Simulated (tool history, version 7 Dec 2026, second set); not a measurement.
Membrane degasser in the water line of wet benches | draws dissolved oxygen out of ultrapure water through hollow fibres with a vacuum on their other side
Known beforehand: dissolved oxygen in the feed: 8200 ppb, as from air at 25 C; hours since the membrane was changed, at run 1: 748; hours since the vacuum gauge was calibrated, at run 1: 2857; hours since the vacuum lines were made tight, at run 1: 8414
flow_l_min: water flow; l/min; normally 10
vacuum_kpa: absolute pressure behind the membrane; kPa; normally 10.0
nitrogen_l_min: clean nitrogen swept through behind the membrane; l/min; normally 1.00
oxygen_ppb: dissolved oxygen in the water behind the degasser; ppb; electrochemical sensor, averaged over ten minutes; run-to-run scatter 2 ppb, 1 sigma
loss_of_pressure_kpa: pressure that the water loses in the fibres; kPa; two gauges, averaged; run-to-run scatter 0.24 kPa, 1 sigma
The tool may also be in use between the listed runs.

| run | hour | flow_l_min | vacuum_kpa | nitrogen_l_min | hours since the membrane was changed | hours since the vacuum gauge was calibrated | hours since the vacuum lines were made tight | oxygen_ppb | loss_of_pressure_kpa |
|---|---|---|---|---|---|---|---|---|---|
| 1 | 0.0 | 10 | 10.0 | 1.00 | 748 | 2857 | 8414 | 196.5 | 63.48 |
| 2 | 106.1 | 10 | 10.0 | 1.00 | 855 | 2963 | 8520 | 199.3 | 62.44 |
| 3 | 194.5 | 10 | 10.0 | 1.67 | 943 | 3051 | 8608 | 135.9 | 62.94 |
| 4 | 322.0 | 10 | 10.0 | 2.94 | 1070 | 3179 | 8736 | 96.9 | 62.94 |
| 5 | 493.1 | 10 | 10.0 | 1.00 | 1242 | 3350 | 8907 | 204.5 | 63.00 |
| 6 | 655.3 | 10 | 10.0 | 1.00 | 1404 | 3512 | 9069 | 204.5 | 62.90 |
| 7 | 802.5 | 10 | 10.0 | 1.00 | 1551 | 3659 | 9216 | 204.7 | 62.94 |
| 8 | 919.7 | 10 | 10.0 | 2.46 | 1668 | 3776 | 9334 | 112.8 | 62.93 |
|  | 931.9 | vacuum gauge calibrated |
| 9 | 1061.3 | 14 | 10.0 | 1.00 | 1809 | 129 | 9475 | 352.3 | 87.90 |
| 10 | 1133.6 | 14 | 10.0 | 1.00 | 1881 | 202 | 9547 | 345.6 | 88.10 |
| 11 | 1224.1 | 14 | 10.0 | 1.00 | 1972 | 292 | 9637 | 354.8 | 88.46 |
| 12 | 1338.5 | 14 | 10.0 | 1.00 | 2086 | 407 | 9752 | 344.6 | 88.48 |
|  | 1383.8 | vacuum gauge calibrated, once more |
| 13 | 1490.4 | 14 | 10.0 | 0.72 | 2238 | 107 | 9903 | 411.1 | 88.62 |
| 14 | 1597.7 | 14 | 10.0 | 0.72 | 2345 | 214 | 10011 | 422.3 | 88.69 |
| 15 | 1762.0 | 6 | 14.3 | 2.48 | 2509 | 378 | 10175 | 77.5 | 38.00 |
| 16 | 1876.9 | 12 | 11.3 | 0.68 | 2624 | 493 | 10290 | 387.1 | 75.73 |
| 17 | 1952.7 | 12 | 11.3 | 0.68 | 2700 | 569 | 10366 | 394.7 | 76.25 |
| 18 | 2024.7 | 7 | 13.0 | 0.52 | 2772 | 641 | 10438 | 328.7 | 44.52 |
| 19 | 2141.8 | 7 | 13.0 | 0.52 | 2889 | 758 | 10555 | 320.3 | 44.25 |
| 20 | 2270.4 | 7 | 13.0 | 0.52 | 3018 | 887 | 10683 | 330.3 | 44.79 |
| 21 | 2384.6 | 10 | 20.4 | 0.52 | 3132 | 1001 | 10797 | 743.2 | 63.86 |
| 22 | 2535.5 | 10 | 9.3 | 0.53 | 3283 | 1152 | 10948 | 295.4 | 63.31 |
| 23 | 2629.8 | 10 | 9.3 | 0.53 | 3377 | 1246 | 11043 | 301.5 | 63.66 |
| 24 | 2802.1 | 8 | 13.2 | 2.68 | 3550 | 1418 | 11215 | 93.8 | 50.71 |

Forecast each of these 4 alternatives for the next run:
| A | 2939.7 | 8 | 11.6 | 1.64 | 3687 | 1556 | 11352 | ? | ? |
| B | 2939.7 | 9 | 7.6 | 1.93 | 3687 | 1556 | 11352 | ? | ? |
| C | 2939.7 | 9 | 7.0 | 2.75 | 3687 | 1556 | 11352 | ? | ? |
| D | 2939.7 | 14 | 10.0 | 0.58 | 3687 | 1556 | 11352 | ? | ? |

| run | oxygen_ppb | loss_of_pressure_kpa |
|---|---|---|
| A | 122.4 | 51.08 |
| B | 80.1 | 57.45 |
| C | 59.0 | 57.02 |
| D | 486.0 | 88.79 |
Had the tool no hidden state, the same runs would have come out as:
| run | oxygen_ppb | loss_of_pressure_kpa |
|---|---|---|
| A | 112.2 | 50.17 |
| B | 73.5 | 56.43 |
| C | 53.9 | 56.00 |
| D | 468.0 | 87.22 |
